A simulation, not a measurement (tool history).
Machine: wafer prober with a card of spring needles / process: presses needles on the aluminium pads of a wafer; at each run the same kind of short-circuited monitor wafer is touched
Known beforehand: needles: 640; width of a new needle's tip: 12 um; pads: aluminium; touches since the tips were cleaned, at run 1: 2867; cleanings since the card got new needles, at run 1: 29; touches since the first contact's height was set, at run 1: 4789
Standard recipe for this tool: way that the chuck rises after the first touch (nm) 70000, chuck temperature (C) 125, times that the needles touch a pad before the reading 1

run,hour,way that the chuck rises after the first touch (nm),chuck temperature (C),times that the needles touch a pad before the reading,touches since the tips were cleaned,cleanings since the card got new needles,touches since the first contact's height was set,resistance of one needle with its contact and lead (mohm),way that a needle slides on the pad (nm)
1,0.0,70000,125,1,2867,29,4789,231,15970
# hour 30.8: tips cleaned on abrasive film
2,40.1,70000,26,1,1530,30,11372,207,15970
# hour 79.9: tips cleaned on abrasive film
3,84.2,67000,125,1,714,31,18613,218,15160
4,126.2,67000,125,1,7622,31,25521,249,15200
# hour 130.7: tips cleaned on abrasive film
5,157.5,67000,125,1,4414,32,30652,237,15160
# hour 180.7: tips cleaned on abrasive film
6,190.7,67000,125,1,1648,33,36102,222,15080
7,224.6,67000,125,1,7221,33,41675,245,15020
# hour 228.1: tips cleaned on abrasive film
8,271.2,70000,47,1,7088,34,49335,232,15890
# hour 276.0: tips cleaned on abrasive film
9,303.1,70000,125,2,4467,35,54564,227,15900
# hour 326.5: tips cleaned on abrasive film
10,338.5,70000,29,2,1966,36,60364,198,15870
11,368.7,70000,29,2,6944,36,65342,212,15840
# hour 377.3: tips cleaned on abrasive film
12,397.6,70000,125,2,3344,37,70083,225,15620
# hour 425.5: tips cleaned on abrasive film
13,443.7,67000,125,1,2989,38,77648,233,15030
# hour 474.1: tips cleaned on abrasive film
14,479.5,70000,94,1,879,39,83517,213,15730
# hour 523.1: tips cleaned on abrasive film
15,525.3,71000,28,2,365,40,91048,187,15860
16,554.7,58000,35,1,5190,40,95873,241,12960
# hour 572.6: tips cleaned on abrasive film
17,589.0,86000,27,1,2704,41,101515,202,19380
# hour 621.7: tips cleaned on abrasive film
18,627.6,70000,120,3,978,42,107848,212,15670
# hour 669.0: tips cleaned on abrasive film
19,671.0,70000,120,3,338,43,114971,209,15680
# hour 718.0: tips cleaned on abrasive film
20,719.8,66000,87,1,300,44,122988,208,14760
21,747.7,53000,76,3,4875,44,127563,220,11700

What if the next run were any one of these 4? Each begins from the tool's condition after run 21:
# hour 765.1: tips cleaned on abrasive film
A,784.9,53000,76,1,3273,45,133683,?,?
# hour 765.1: tips cleaned on abrasive film
B,784.9,75000,27,2,3273,45,133683,?,?
# hour 765.1: tips cleaned on abrasive film
C,784.9,77000,70,2,3273,45,133683,?,?
# hour 765.1: tips cleaned on abrasive film
D,784.9,53000,76,2,3273,45,133683,?,?

run,resistance of one needle with its contact and lead (mohm),way that a needle slides on the pad (nm)
A,246,11660
B,203,16750
C,208,17060
D,229,11860
With no hidden state in the tool, these same runs would have given:
run,resistance of one needle with its contact and lead (mohm),way that a needle slides on the pad (nm)
A,200,11960
B,185,17050
C,193,17370
D,200,12160
